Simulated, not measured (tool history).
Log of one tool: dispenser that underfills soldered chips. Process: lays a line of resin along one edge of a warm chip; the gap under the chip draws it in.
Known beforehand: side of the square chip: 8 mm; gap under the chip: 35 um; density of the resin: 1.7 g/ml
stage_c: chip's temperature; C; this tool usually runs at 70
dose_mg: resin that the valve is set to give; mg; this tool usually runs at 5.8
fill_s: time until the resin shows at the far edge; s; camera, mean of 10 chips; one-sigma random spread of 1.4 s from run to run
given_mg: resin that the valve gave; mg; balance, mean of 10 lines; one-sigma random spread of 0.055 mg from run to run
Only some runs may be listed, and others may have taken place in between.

run,hour,stage_c,dose_mg,fill_s,given_mg
1,0,70,5.8,163.4,5.28
2,4.6,70,5.8,188.1,5.36
# hour 7.9: new syringe of resin
3,13.4,65,5.8,204.7,5.4
# hour 20.9: new syringe of resin
4,20.9,65,5.8,169.8,5.29
5,26.5,70,6.22,165.8,5.62
# hour 33.8: new syringe of resin
6,37,70,6.22,152.3,5.74
7,44.5,70,6.22,194.9,5.64
# hour 47.2: new syringe of resin
8,49.5,70,6.22,149.5,5.56
9,56.4,70,6.22,191.3,5.67
# hour 60.1: dispensing valve cleaned and set on the balance
# hour 61: new syringe of resin
10,64.5,70,6.22,153.5,6.28
11,69.3,70,6.22,179.2,6.16
# hour 74.4: new syringe of resin
12,77,70,5.8,156.2,5.81
13,86.5,70,5.82,203.8,5.74
# hour 87.4: new syringe of resin
14,93.7,70,5.02,181.1,5.05
# hour 100.1: new syringe of resin
15,100.8,66,5.8,167.5,5.7
16,109.3,70,5.5,188.4,5.48
# hour 112.9: new syringe of resin
17,120.1,81,6.83,117.8,6.58
# hour 125.8: new syringe of resin
18,128.7,61,6.83,210.9,6.61
19,133.6,61,6.83,245.8,6.63
# hour 139: new syringe of resin
20,142.4,60,6.16,223.2,5.91
# hour 152.3: new syringe of resin
21,153.8,56,5.43,261.3,5.23
22,161.3,79,5.43,136.8,5.24
# hour 165.6: new syringe of resin
23,167.7,79,5.43,107.9,5.27
24,177.2,79,5.43,151.6,5.25
# hour 178.5: new syringe of resin
25,183.3,65,5.34,203.1,5.14
# hour 191.3: new syringe of resin
26,194.2,65,5.34,192.4,5.09
27,201.2,67,5.33,223.8,5.04
# hour 204.4: new syringe of resin
28,212.2,57,6.27,293.1,5.99
# hour 217.2: new syringe of resin
29,223.6,73,5.8,157.3,5.46
# hour 230: new syringe of resin
30,234.5,76,6.23,129.7,5.88

5 options for the next run, each taken on its own from the tool as it stands now. Forecast them:
# hour 243.1: new syringe of resin
A,245.1,63,6.23,?,?
# hour 243.1: new syringe of resin
B,245.1,58,5.65,?,?
# hour 243.1: new syringe of resin
C,245.1,76,5.45,?,?
# hour 243.1: new syringe of resin
D,245.1,60,6.04,?,?
# hour 243.1: new syringe of resin
E,245.1,62,5.8,?,?

run,fill_s,given_mg
A,198.4,5.86
B,243.8,5.24
C,124.7,5.04
D,223.7,5.6
E,209.1,5.26
Without the tool's unlogged condition, the same runs would have read:
run,fill_s,given_mg
A,174.4,6.3
B,212.8,5.64
C,109.1,5.43
D,196.2,6.04
E,183.1,5.67
